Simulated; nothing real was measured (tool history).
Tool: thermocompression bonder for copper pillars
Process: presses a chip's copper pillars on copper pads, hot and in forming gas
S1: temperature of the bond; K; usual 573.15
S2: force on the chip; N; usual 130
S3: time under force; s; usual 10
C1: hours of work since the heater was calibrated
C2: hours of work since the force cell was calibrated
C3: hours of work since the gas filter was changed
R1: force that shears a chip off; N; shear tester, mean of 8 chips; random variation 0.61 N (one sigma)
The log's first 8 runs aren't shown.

run   hour      S1   S2  S3   C1   C2   C3    R1
  9  157.9  559.15  130  14  400  867  382  34.8
 10  172.5  559.15  130  14  408  876  391  34.1
 11  185.9  559.15  130  14  417  884  399  33.9
 12  212.7  573.15  129  10  433  900  416  33.6
 13  229.2  592.15  130  10  443  910  426  38.3
 14  258.6  573.15  130  10  461  928  444  32.7
 15  276.2  573.15  130  10  472  939  454  33.8
 16  296.8  573.15  129  10  484  951  467  33.7
     314.1  -- forming gas filter changed
 17  323.0  553.15  129  10  500  967    5  29.2
     326.3  -- force cell calibrated
 18  349.4  553.15  129  10  515   14   21  27.6
 19  361.6  553.15  129  10  523   22   28  27.4
 20  376.7  573.15  130  10  532   31   37  33.3
 21  391.4  556.15  187  10  541   40   46  35.2
 22  409.0  556.15  187  10  552   50   57  36.6
 23  438.7  556.15  187  10  570   69   75  34.8
 24  451.9  566.15  188  14  578   77   83  43.6
 25  477.7  566.15  188  14  594   92   99  44.4
 26  498.2  581.15   80  16  606  105  111  33.0
 27  526.2  581.15   80  16  623  122  129  32.4
 28  542.6  581.15   80  16  633  132  139  33.0
 29  572.4  573.15  112  22  651  150  157  41.7
 30  590.2  554.15  151  10  662  161  168  30.5
 31  610.5  554.15  151   7  675  173  180  25.5

Forecast run 32:
 32  627.7  554.15  151   7  685  184  191   ?

Run 32 gave R1 25.6 N.
Without the tool's hidden state the same run would have given R1 28.2 N.
